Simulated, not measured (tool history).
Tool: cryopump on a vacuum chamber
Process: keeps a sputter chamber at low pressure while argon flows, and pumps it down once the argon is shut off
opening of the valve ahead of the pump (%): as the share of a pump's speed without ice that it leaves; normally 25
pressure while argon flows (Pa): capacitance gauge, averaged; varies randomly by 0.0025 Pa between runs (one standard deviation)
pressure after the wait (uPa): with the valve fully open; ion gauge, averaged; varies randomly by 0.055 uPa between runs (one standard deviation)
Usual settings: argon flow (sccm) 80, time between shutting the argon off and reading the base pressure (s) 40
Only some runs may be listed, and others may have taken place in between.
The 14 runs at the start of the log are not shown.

| run | hour | argon flow (sccm) | time between shutting the argon off and reading the base pressure (s) | opening of the valve ahead of the pump (%) | hours of work since the pump was warmed up and emptied | hours of work since the cold head was overhauled | hours of work since the chamber's fittings were tightened | pressure while argon flows (Pa) | pressure after the wait (uPa) |
|---|---|---|---|---|---|---|---|---|---|
| 15 | 839.2 | 91 | 40 | 45 | 192 | 1307 | 1990 | 0.3901 | 4.79 |
| 16 | 901.7 | 90 | 40 | 45 | 238 | 1353 | 2036 | 0.3895 | 4.67 |
| 17 | 986.9 | 90 | 40 | 35 | 301 | 1416 | 2099 | 0.4993 | 4.75 |
| 18 | 1023.8 | 80 | 40 | 51 | 328 | 1443 | 2126 | 0.3109 | 4.9 |
| 19 | 1089.1 | 80 | 40 | 51 | 376 | 1491 | 2174 | 0.3125 | 4.9 |
| 20 | 1138.2 | 118 | 253 | 27 | 412 | 1528 | 2211 | 0.8501 | 2.33 |
| 21 | 1179.3 | 55 | 140 | 27 | 443 | 1558 | 2241 | 0.3965 | 2.84 |
| 22 | 1214.4 | 81 | 251 | 37 | 469 | 1584 | 2267 | 0.434 | 2.46 |
| 23 | 1282.1 | 145 | 36 | 31 | 518 | 1634 | 2317 | 0.9205 | 5.41 |
| 24 | 1360 | 80 | 58 | 45 | 576 | 1691 | 2374 | 0.3624 | 4.25 |
| 25 | 1414 | 80 | 58 | 38 | 616 | 1731 | 2414 | 0.4293 | 4.29 |
| 26 | 1451.8 | 80 | 58 | 38 | 644 | 1759 | 2442 | 0.4278 | 4.18 |
|  | 1498.9 | leaking fittings of the chamber tightened, without venting |
| 27 | 1502.6 | 42 | 34 | 24 | 680 | 1795 | 3 | 0.3464 | 4.06 |
| 28 | 1563 | 42 | 136 | 56 | 724 | 1839 | 47 | 0.1599 | 1.41 |
| 29 | 1606.2 | 140 | 40 | 15 | 756 | 1871 | 79 | 1.8211 | 3.61 |

Estimate the outcome of run 30 from the log above:
| 30 | 1642.9 | 140 | 40 | 15 | 783 | 1898 | 106 | ? | ? |

Run 30 yielded pressure while argon flows (Pa) 1.8395, pressure after the wait (uPa) 3.6.
Without the tool's hidden state the same run would have given pressure while argon flows (Pa) 1.7645, pressure after the wait (uPa) 3.38.
